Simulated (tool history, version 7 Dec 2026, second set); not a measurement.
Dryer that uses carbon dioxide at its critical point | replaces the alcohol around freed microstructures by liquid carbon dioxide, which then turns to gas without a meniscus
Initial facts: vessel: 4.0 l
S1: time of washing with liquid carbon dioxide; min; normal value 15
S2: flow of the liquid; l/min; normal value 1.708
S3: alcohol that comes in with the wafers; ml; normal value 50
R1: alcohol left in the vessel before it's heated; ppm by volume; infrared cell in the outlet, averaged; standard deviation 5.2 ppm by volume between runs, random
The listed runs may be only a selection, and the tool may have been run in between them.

{"run": 1, "hour": 0.0, "S1": 15, "S2": 1.708, "S3": 50, "R1": 137}
{"run": 2, "hour": 5.5, "S1": 15, "S2": 1.708, "S3": 50, "R1": 134}
{"run": 3, "hour": 14.6, "S1": 15, "S2": 1.708, "S3": 50, "R1": 141}
{"run": 4, "hour": 21.8, "S1": 15, "S2": 1.708, "S3": 50, "R1": 140}
{"run": 5, "hour": 27.0, "S1": 15, "S2": 1.708, "S3": 50, "R1": 136}
{"run": 6, "hour": 31.7, "S1": 15, "S2": 1.708, "S3": 50, "R1": 144}
{"run": 7, "hour": 40.1, "S1": 15, "S2": 1.36, "S3": 50, "R1": 330}
{"run": 8, "hour": 47.6, "S1": 15, "S2": 1.36, "S3": 50, "R1": 328}
{"run": 9, "hour": 56.5, "S1": 15, "S2": 1.87, "S3": 50, "R1": 94}
{"run": 10, "hour": 60.7, "S1": 15, "S2": 1.87, "S3": 50, "R1": 107}
{"run": 11, "hour": 68.7, "S1": 15, "S2": 1.22, "S3": 50, "R1": 479}
{"run": 12, "hour": 75.2, "S1": 15, "S2": 1.22, "S3": 50, "R1": 484}
{"run": 13, "hour": 83.3, "S1": 15, "S2": 1.66, "S3": 50, "R1": 158}
{"run": 14, "hour": 88.3, "S1": 15, "S2": 1.66, "S3": 50, "R1": 167}
{"run": 15, "hour": 97.1, "S1": 15, "S2": 1.66, "S3": 50, "R1": 169}
{"run": 16, "hour": 106.5, "S1": 15, "S2": 1.66, "S3": 50, "R1": 172}
{"run": 17, "hour": 115.1, "S1": 12, "S2": 1.19, "S3": 28, "R1": 564}
{"run": 18, "hour": 123.2, "S1": 15, "S2": 1.98, "S3": 52, "R1": 93}
{"run": 19, "hour": 131.5, "S1": 14, "S2": 1.17, "S3": 29, "R1": 422}
{"run": 20, "hour": 140.0, "S1": 14, "S2": 1.17, "S3": 29, "R1": 416}
{"run": 21, "hour": 147.3, "S1": 12, "S2": 1.26, "S3": 70, "R1": 1248}
{"run": 22, "hour": 155.4, "S1": 12, "S2": 1.26, "S3": 35, "R1": 642}
{"run": 23, "hour": 161.0, "S1": 19, "S2": 1.55, "S3": 35, "R1": 84}
{"run": 24, "hour": 165.7, "S1": 19, "S2": 1.55, "S3": 35, "R1": 83}
{"run": 25, "hour": 171.0, "S1": 19, "S2": 1.55, "S3": 35, "R1": 82}
{"run": 26, "hour": 178.2, "S1": 19, "S2": 1.55, "S3": 35, "R1": 76}
{"run": 27, "hour": 184.5, "S1": 9, "S2": 1.39, "S3": 52, "R1": 1424}
{"run": 28, "hour": 193.8, "S1": 9, "S2": 1.39, "S3": 52, "R1": 1503}
{"run": 29, "hour": 201.5, "S1": 9, "S2": 1.05, "S3": 22, "R1": 1081}
{"run": 30, "hour": 207.3, "S1": 9, "S2": 1.05, "S3": 22, "R1": 1102}
{"run": 31, "hour": 215.8, "S1": 9, "S2": 1.05, "S3": 22, "R1": 1067}

Measured result minus the same run's result without the hidden state. Both carry the same run-to-run variation, though not necessarily the same gauge scatter:
What the log doesn't record here: flow that reaches the vessel past the clogged filter, %; alcohol in the recycled carbon dioxide, ppm; drift of the gauge itself on alcohol_ppm, %.
run=1 R1=+38
run=2 R1=+41
run=3 R1=+41
run=4 R1=+44
run=5 R1=+44
run=6 R1=+45
run=7 R1=+77
run=8 R1=+79
run=9 R1=+39
run=10 R1=+41
run=11 R1=+107
run=12 R1=+111
run=13 R1=+58
run=14 R1=+59
run=15 R1=+59
run=16 R1=+62
run=17 R1=+114
run=18 R1=+46
run=19 R1=+105
run=20 R1=+103
run=21 R1=+265
run=22 R1=+149
run=23 R1=+44
run=24 R1=+42
run=25 R1=+45
run=26 R1=+44
run=27 R1=+277
run=28 R1=+298
run=29 R1=+178
run=30 R1=+183
run=31 R1=+182

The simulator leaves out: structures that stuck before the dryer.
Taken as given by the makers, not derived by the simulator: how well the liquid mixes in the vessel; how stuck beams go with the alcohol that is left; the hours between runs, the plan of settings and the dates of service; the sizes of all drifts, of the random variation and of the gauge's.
